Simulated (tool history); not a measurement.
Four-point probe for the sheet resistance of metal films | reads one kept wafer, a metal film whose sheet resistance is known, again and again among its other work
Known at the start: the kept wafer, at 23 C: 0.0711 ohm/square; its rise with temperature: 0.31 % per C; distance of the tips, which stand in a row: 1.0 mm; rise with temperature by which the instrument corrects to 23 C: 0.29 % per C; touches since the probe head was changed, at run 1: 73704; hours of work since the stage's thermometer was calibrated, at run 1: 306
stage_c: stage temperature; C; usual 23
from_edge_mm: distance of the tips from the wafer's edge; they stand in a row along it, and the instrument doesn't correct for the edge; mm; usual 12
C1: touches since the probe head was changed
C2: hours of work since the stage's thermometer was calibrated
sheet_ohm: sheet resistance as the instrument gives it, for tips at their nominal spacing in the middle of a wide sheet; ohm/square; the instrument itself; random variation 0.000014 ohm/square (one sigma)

run 1 hour=0 | stage_c=23 from_edge_mm=12 | C1=73704 C2=306 | sheet_ohm=0.071356
run 2 hour=93.2 | stage_c=23 from_edge_mm=12 | C1=77998 C2=362 | sheet_ohm=0.071382
run 3 hour=166.3 | stage_c=23 from_edge_mm=12 | C1=81368 C2=407 | sheet_ohm=0.071382
run 4 hour=240.6 | stage_c=23 from_edge_mm=12 | C1=84790 C2=452 | sheet_ohm=0.071375
run 5 hour=299.5 | stage_c=23 from_edge_mm=25 | C1=87502 C2=487 | sheet_ohm=0.071136
run 6 hour=377.9 | stage_c=23 from_edge_mm=25 | C1=91114 C2=535 | sheet_ohm=0.071157
run 7 hour=450 | stage_c=23 from_edge_mm=25 | C1=94437 C2=579 | sheet_ohm=0.071185
run 8 hour=508.1 | stage_c=20 from_edge_mm=4 | C1=97113 C2=614 | sheet_ohm=0.073377
run 9 hour=608.8 | stage_c=27 from_edge_mm=15 | C1=101755 C2=675 | sheet_ohm=0.071337
run 10 hour=671.7 | stage_c=21 from_edge_mm=12 | C1=104649 C2=713 | sheet_ohm=0.071332
run 11 hour=729.4 | stage_c=21 from_edge_mm=12 | C1=107307 C2=748 | sheet_ohm=0.071354
run 12 hour=800.5 | stage_c=21 from_edge_mm=12 | C1=110584 C2=791 | sheet_ohm=0.071374
run 13 hour=861.8 | stage_c=21 from_edge_mm=12 | C1=113411 C2=828 | sheet_ohm=0.07135

3 ways to go on from here, each from the tool as it stands after run 13. What would each give?
run A hour=934.9 | stage_c=18 from_edge_mm=7 | C1=116779 C2=872 | sheet_ohm=?
run B hour=934.9 | stage_c=19 from_edge_mm=12 | C1=116779 C2=872 | sheet_ohm=?
run C hour=934.9 | stage_c=23 from_edge_mm=18 | C1=116779 C2=872 | sheet_ohm=?

run=A sheet_ohm=0.071839
run=B sheet_ohm=0.071362
run=C sheet_ohm=0.071234
Without the tool's hidden state the same runs would have given:
run=A sheet_ohm=0.071824
run=B sheet_ohm=0.071347
run=C sheet_ohm=0.071219
